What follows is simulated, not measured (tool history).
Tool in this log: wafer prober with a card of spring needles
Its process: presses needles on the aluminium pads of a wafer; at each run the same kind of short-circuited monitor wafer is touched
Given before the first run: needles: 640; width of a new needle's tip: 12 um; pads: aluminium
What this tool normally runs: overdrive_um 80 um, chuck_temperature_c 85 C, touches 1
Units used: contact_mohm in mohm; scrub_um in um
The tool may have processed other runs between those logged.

{"run": 1, "day": 0.0, "overdrive_um": 80, "chuck_temperature_c": 85, "touches": 1, "contact_mohm": 113, "scrub_um": 21.56}
{"day": 0.304, "done": "tips cleaned on abrasive film"}
{"run": 2, "day": 0.688, "overdrive_um": 81, "chuck_temperature_c": 85, "touches": 1, "contact_mohm": 112, "scrub_um": 21.74}
{"day": 0.738, "done": "tips cleaned on abrasive film"}
{"day": 1.142, "done": "tips cleaned on abrasive film"}
{"run": 3, "day": 1.317, "overdrive_um": 81, "chuck_temperature_c": 85, "touches": 1, "contact_mohm": 113, "scrub_um": 21.75}
{"day": 1.571, "done": "tips cleaned on abrasive film"}
{"run": 4, "day": 1.742, "overdrive_um": 81, "chuck_temperature_c": 85, "touches": 1, "contact_mohm": 113, "scrub_um": 21.79}
{"day": 2.004, "done": "tips cleaned on abrasive film"}
{"run": 5, "day": 2.388, "overdrive_um": 71, "chuck_temperature_c": 85, "touches": 1, "contact_mohm": 112, "scrub_um": 19.12}
{"day": 2.446, "done": "tips cleaned on abrasive film"}
{"run": 6, "day": 2.812, "overdrive_um": 71, "chuck_temperature_c": 85, "touches": 1, "contact_mohm": 116, "scrub_um": 19.12}
{"day": 2.858, "done": "tips cleaned on abrasive film"}
{"day": 3.317, "done": "tips cleaned on abrasive film"}
{"run": 7, "day": 3.388, "overdrive_um": 71, "chuck_temperature_c": 85, "touches": 1, "contact_mohm": 111, "scrub_um": 19.18}
{"run": 8, "day": 3.7, "overdrive_um": 91, "chuck_temperature_c": 85, "touches": 1, "contact_mohm": 112, "scrub_um": 24.59}
{"day": 3.758, "done": "tips cleaned on abrasive film"}
{"day": 4.171, "done": "tips cleaned on abrasive film"}
{"run": 9, "day": 4.204, "overdrive_um": 91, "chuck_temperature_c": 85, "touches": 1, "contact_mohm": 111, "scrub_um": 24.61}
{"day": 4.321, "done": "height of the first contact set anew"}
{"day": 4.596, "done": "tips cleaned on abrasive film"}
{"run": 10, "day": 4.796, "overdrive_um": 91, "chuck_temperature_c": 85, "touches": 1, "contact_mohm": 111, "scrub_um": 24.66}
{"day": 5.008, "done": "tips cleaned on abrasive film"}
{"run": 11, "day": 5.379, "overdrive_um": 80, "chuck_temperature_c": 85, "touches": 1, "contact_mohm": 113, "scrub_um": 21.64}
{"day": 5.429, "done": "tips cleaned on abrasive film"}
{"run": 12, "day": 5.712, "overdrive_um": 80, "chuck_temperature_c": 85, "touches": 3, "contact_mohm": 112, "scrub_um": 21.59}
{"day": 5.833, "done": "tips cleaned on abrasive film"}
{"day": 6.25, "done": "tips cleaned on abrasive film"}
{"run": 13, "day": 6.288, "overdrive_um": 80, "chuck_temperature_c": 85, "touches": 3, "contact_mohm": 112, "scrub_um": 21.66}
{"day": 6.646, "done": "tips cleaned on abrasive film"}
{"run": 14, "day": 6.679, "overdrive_um": 80, "chuck_temperature_c": 85, "touches": 3, "contact_mohm": 112, "scrub_um": 21.7}
{"day": 7.05, "done": "tips cleaned on abrasive film"}
{"run": 15, "day": 7.217, "overdrive_um": 80, "chuck_temperature_c": 85, "touches": 3, "contact_mohm": 111, "scrub_um": 21.62}
{"day": 7.454, "done": "tips cleaned on abrasive film"}
{"run": 16, "day": 7.762, "overdrive_um": 80, "chuck_temperature_c": 85, "touches": 3, "contact_mohm": 115, "scrub_um": 21.68}
{"day": 7.879, "done": "tips cleaned on abrasive film"}
{"day": 8.292, "done": "tips cleaned on abrasive film"}
{"run": 17, "day": 8.329, "overdrive_um": 72, "chuck_temperature_c": 80, "touches": 3, "contact_mohm": 111, "scrub_um": 19.52}
{"day": 8.721, "done": "tips cleaned on abrasive film"}
{"run": 18, "day": 8.788, "overdrive_um": 72, "chuck_temperature_c": 80, "touches": 3, "contact_mohm": 111, "scrub_um": 19.53}
{"run": 19, "day": 9.112, "overdrive_um": 85, "chuck_temperature_c": 78, "touches": 2, "contact_mohm": 112, "scrub_um": 23.12}
{"day": 9.179, "done": "tips cleaned on abrasive film"}
{"run": 20, "day": 9.562, "overdrive_um": 87, "chuck_temperature_c": 99, "touches": 2, "contact_mohm": 115, "scrub_um": 23.68}
{"day": 9.633, "done": "tips cleaned on abrasive film"}
{"day": 10.038, "done": "tips cleaned on abrasive film"}
{"run": 21, "day": 10.292, "overdrive_um": 90, "chuck_temperature_c": 35, "touches": 1, "contact_mohm": 107, "scrub_um": 24.49}
{"day": 10.492, "done": "tips cleaned on abrasive film"}
{"day": 10.9, "done": "tips cleaned on abrasive film"}
{"run": 22, "day": 11.008, "overdrive_um": 90, "chuck_temperature_c": 92, "touches": 2, "contact_mohm": 115, "scrub_um": 24.56}
{"day": 11.321, "done": "tips cleaned on abrasive film"}
{"run": 23, "day": 11.65, "overdrive_um": 93, "chuck_temperature_c": 34, "touches": 3, "contact_mohm": 104, "scrub_um": 25.33}
{"day": 11.733, "done": "tips cleaned on abrasive film"}
{"day": 12.154, "done": "tips cleaned on abrasive film"}
{"run": 24, "day": 12.375, "overdrive_um": 93, "chuck_temperature_c": 34, "touches": 3, "contact_mohm": 105, "scrub_um": 25.29}
{"day": 12.558, "done": "tips cleaned on abrasive film"}
{"day": 12.683, "done": "gauge calibrated"}
{"day": 12.971, "done": "tips cleaned on abrasive film"}
{"run": 25, "day": 12.971, "overdrive_um": 75, "chuck_temperature_c": 109, "touches": 2, "contact_mohm": 115, "scrub_um": 20.22}
{"day": 13.383, "done": "tips cleaned on abrasive film"}
{"run": 26, "day": 13.479, "overdrive_um": 78, "chuck_temperature_c": 119, "touches": 1, "contact_mohm": 117, "scrub_um": 21.06}
{"day": 13.779, "done": "tips cleaned on abrasive film"}
{"day": 14.188, "done": "tips cleaned on abrasive film"}
{"run": 27, "day": 14.188, "overdrive_um": 78, "chuck_temperature_c": 119, "touches": 1, "contact_mohm": 117, "scrub_um": 20.95}
{"day": 14.638, "done": "tips cleaned on abrasive film"}
{"run": 28, "day": 14.683, "overdrive_um": 78, "chuck_temperature_c": 119, "touches": 1, "contact_mohm": 118, "scrub_um": 21.12}
{"run": 29, "day": 15.021, "overdrive_um": 78, "chuck_temperature_c": 119, "touches": 1, "contact_mohm": 117, "scrub_um": 21.05}
{"day": 15.062, "done": "tips cleaned on abrasive film"}
{"day": 15.475, "done": "tips cleaned on abrasive film"}
{"run": 30, "day": 15.621, "overdrive_um": 78, "chuck_temperature_c": 119, "touches": 1, "contact_mohm": 117, "scrub_um": 21.05}
{"day": 15.904, "done": "tips cleaned on abrasive film"}
{"run": 31, "day": 16.138, "overdrive_um": 99, "chuck_temperature_c": 53, "touches": 1, "contact_mohm": 106, "scrub_um": 26.74}
{"day": 16.321, "done": "tips cleaned on abrasive film"}
{"run": 32, "day": 16.512, "overdrive_um": 99, "chuck_temperature_c": 53, "touches": 1, "contact_mohm": 107, "scrub_um": 26.81}

Some steps in scrub_um, run to run, broken into two amounts with sign: the step expected even without the hidden condition (settings, incoming material, random variation), and the rest, left for the hidden condition together with whatever gauge scatter is not in both the measured and the hidden-condition-free result:
Unlogged tool condition in this case: debris on the tips, nm; way that the needles fall short of the set height, um; tips' diameter, um; drift of the gauge itself on contact_mohm, %; drift of the gauge itself on scrub_um, %.
Run 7 -> 8: overdrive_um 71 -> 91. scrub_um +5.41 um: hidden state +0.03, all else +5.38.
Run 18 -> 19: overdrive_um 72 -> 85, chuck_temperature_c 80 -> 78, touches 3 -> 2. scrub_um +3.59 um: hidden state +0.04, all else +3.55.
Run 24 -> 25: overdrive_um 93 -> 75, chuck_temperature_c 34 -> 109, touches 3 -> 2, tips cleaned on abrasive film, gauge calibrated, tips cleaned on abrasive film. scrub_um -5.07 um: hidden state -0.35, all else -4.72.
Run 30 -> 31: overdrive_um 78 -> 99, chuck_temperature_c 119 -> 53, tips cleaned on abrasive film. scrub_um +5.69 um: hidden state +0.03, all else +5.66.

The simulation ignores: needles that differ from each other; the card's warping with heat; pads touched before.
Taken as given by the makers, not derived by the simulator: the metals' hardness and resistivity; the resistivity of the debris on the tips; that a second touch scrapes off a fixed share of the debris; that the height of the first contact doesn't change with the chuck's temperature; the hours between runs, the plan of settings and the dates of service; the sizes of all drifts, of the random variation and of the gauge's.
